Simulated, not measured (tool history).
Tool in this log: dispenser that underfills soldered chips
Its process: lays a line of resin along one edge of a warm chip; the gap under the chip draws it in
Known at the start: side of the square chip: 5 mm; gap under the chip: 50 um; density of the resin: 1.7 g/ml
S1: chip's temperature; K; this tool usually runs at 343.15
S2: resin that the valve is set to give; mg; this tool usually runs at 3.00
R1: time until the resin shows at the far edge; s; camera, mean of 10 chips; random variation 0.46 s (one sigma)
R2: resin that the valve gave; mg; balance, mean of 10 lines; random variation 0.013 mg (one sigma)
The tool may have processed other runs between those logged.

run   hour      S1    S2    R1    R2
  1    0.0  343.15  3.00  52.9  2.83
       0.9  -- new syringe of resin
  2    4.0  343.15  3.00  42.2  2.80
  3    8.3  343.15  3.00  49.5  2.78
      10.6  -- dispensing valve cleaned and set on the balance
      12.6  -- new syringe of resin
  4   13.5  343.15  3.53  37.7  3.53
  5   17.4  343.15  3.53  43.5  3.53
  6   20.9  343.15  3.53  50.0  3.51
      22.9  -- new syringe of resin
  7   25.6  352.15  3.00  29.0  3.00
  8   30.6  344.15  3.00  48.2  2.97
      33.4  -- new syringe of resin
  9   35.7  343.15  3.03  40.0  3.02
 10   39.1  343.15  3.68  43.9  3.65
 11   41.8  343.15  3.68  50.4  3.66
      43.9  -- new syringe of resin
 12   44.9  343.15  3.00  38.4  2.95
 13   48.6  343.15  3.00  46.0  2.95
 14   53.2  343.15  3.00  52.8  2.95
      54.1  -- new syringe of resin
 15   58.7  336.15  3.00  59.5  2.95
 16   62.3  336.15  3.00  67.7  2.95
      64.4  -- new syringe of resin
 17   67.8  343.15  2.88  41.8  2.83
 18   70.6  343.15  2.88  47.4  2.80
      74.7  -- new syringe of resin
 19   76.4  334.15  3.71  54.1  3.63
 20   81.6  343.15  2.69  50.6  2.61
 21   84.4  355.15  3.89  32.9  3.75
      85.3  -- new syringe of resin
 22   88.2  355.15  3.70  26.1  3.59
 23   91.6  332.15  3.71  71.0  3.59
      95.5  -- new syringe of resin
 24   96.0  340.15  3.16  43.0  3.03
 25  102.0  337.15  2.66  62.3  2.55
 26  105.2  331.15  3.39  84.9  3.24
     105.8  -- new syringe of resin
 27  108.5  331.15  3.39  66.5  3.27
 28  114.2  349.15  3.21  40.2  3.06
     116.1  -- new syringe of resin
 29  117.2  349.15  3.21  31.5  3.08
 30  122.8  343.15  2.53  52.3  2.41
     126.7  -- new syringe of resin
 31  128.3  331.15  3.74  63.1  3.53
 32  133.8  357.15  3.00  29.7  2.83
     137.0  -- new syringe of resin
 33  140.4  352.15  3.00  30.5  2.81
 34  145.0  329.15  3.00  91.3  2.83
     147.2  -- new syringe of resin
 35  149.8  350.15  3.35  32.0  3.14
 36  156.0  344.15  3.18  51.7  2.98

Alternative continuations, all from the tool just after run 36; predict every row:
     157.5  -- new syringe of resin
  A  160.9  344.15  3.73   ?   ?
     157.5  -- new syringe of resin
  B  160.9  334.15  2.55   ?   ?
     157.5  -- new syringe of resin
  C  160.9  348.15  2.64   ?   ?
     157.5  -- new syringe of resin
  D  160.9  344.15  3.12   ?   ?

run    R1    R2
  A  40.4  3.48
  B  65.8  2.39
  C  36.9  2.48
  D  40.1  2.91
Without the tool's unlogged condition, the same runs would have read:
run    R1    R2
  A  33.8  3.73
  B  53.6  2.55
  C  30.3  2.65
  D  33.2  3.11

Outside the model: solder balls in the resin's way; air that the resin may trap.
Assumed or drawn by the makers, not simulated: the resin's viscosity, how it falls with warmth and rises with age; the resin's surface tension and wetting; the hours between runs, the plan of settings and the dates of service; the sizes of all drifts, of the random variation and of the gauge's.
